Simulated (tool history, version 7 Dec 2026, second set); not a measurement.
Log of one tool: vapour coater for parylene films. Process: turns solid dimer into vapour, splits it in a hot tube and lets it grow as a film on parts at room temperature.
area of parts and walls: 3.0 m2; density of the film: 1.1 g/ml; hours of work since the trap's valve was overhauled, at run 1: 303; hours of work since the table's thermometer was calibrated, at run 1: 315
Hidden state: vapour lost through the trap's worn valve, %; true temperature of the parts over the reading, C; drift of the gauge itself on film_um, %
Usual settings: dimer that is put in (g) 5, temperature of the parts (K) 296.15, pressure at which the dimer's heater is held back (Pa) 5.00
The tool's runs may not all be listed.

run	hour	dimer that is put in (g)	temperature of the parts (K)	pressure at which the dimer's heater is held back (Pa)	hours of work since the trap's valve was overhauled	hours of work since the table's thermometer was calibrated	thickness of the film (nm)
1	0.0	5	296.15	5.00	303	315	1150
2	40.5	5	296.15	5.00	331	343	1160
3	61.8	5	296.15	11.07	346	357	1030
4	90.3	5	296.15	11.07	365	377	1050
5	133.3	5	296.15	11.07	395	407	1030
6	161.4	5	296.15	11.07	414	426	1020
7	191.6	5	296.15	11.07	435	447	1000
8	237.8	5	296.15	11.07	467	478	1040
9	284.9	5	296.15	11.07	499	511	990
10	319.4	5	296.15	11.07	523	535	1040
11	363.6	5	296.15	11.07	553	565	990
12	388.1	5	296.15	11.07	570	582	1040
# hour 425.8: trap's valve overhauled
13	428.9	5	296.15	5.00	2	607	1180
14	458.6	5	296.15	5.00	23	628	1190
15	506.8	5	296.15	5.00	56	661	1160
16	532.5	5	296.15	5.00	73	679	1200
17	556.8	5	295.15	5.00	90	695	1240
18	601.2	5	295.15	5.00	121	726	1220
19	647.7	3	290.15	2.30	153	758	900
20	684.4	7	296.15	10.84	178	783	1480
21	715.4	3	289.15	2.96	199	805	870
22	737.9	6	289.15	5.00	215	820	1750
23	786.4	3	296.15	5.00	248	853	680
24	813.3	2	294.15	6.45	267	872	470
25	843.0	6	293.15	11.48	287	892	1410
26	887.2	5	292.15	9.93	318	923	1290
27	915.1	4	293.15	5.00	337	942	1030
28	938.5	2	293.15	6.54	353	958	500
29	968.8	2	293.15	6.86	374	979	510
30	998.9	6	301.15	5.00	395	1000	1070
31	1023.5	6	296.15	5.00	412	1017	1330
32	1063.3	3	292.15	6.81	439	1044	800

4 ways to go on from here, each from the tool as it stands after run 32. What would each give?
A	1099.2	3	292.15	9.55	464	1069	?
B	1099.2	4	292.15	6.81	464	1069	?
C	1099.2	4	291.15	2.16	464	1069	?
D	1099.2	3	292.15	3.24	464	1069	?

run	thickness of the film (nm)
A	800
B	1020
C	1140
D	850
Without the tool's hidden state the same runs would have given:
run	thickness of the film (nm)
A	850
B	1090
C	1190
D	890

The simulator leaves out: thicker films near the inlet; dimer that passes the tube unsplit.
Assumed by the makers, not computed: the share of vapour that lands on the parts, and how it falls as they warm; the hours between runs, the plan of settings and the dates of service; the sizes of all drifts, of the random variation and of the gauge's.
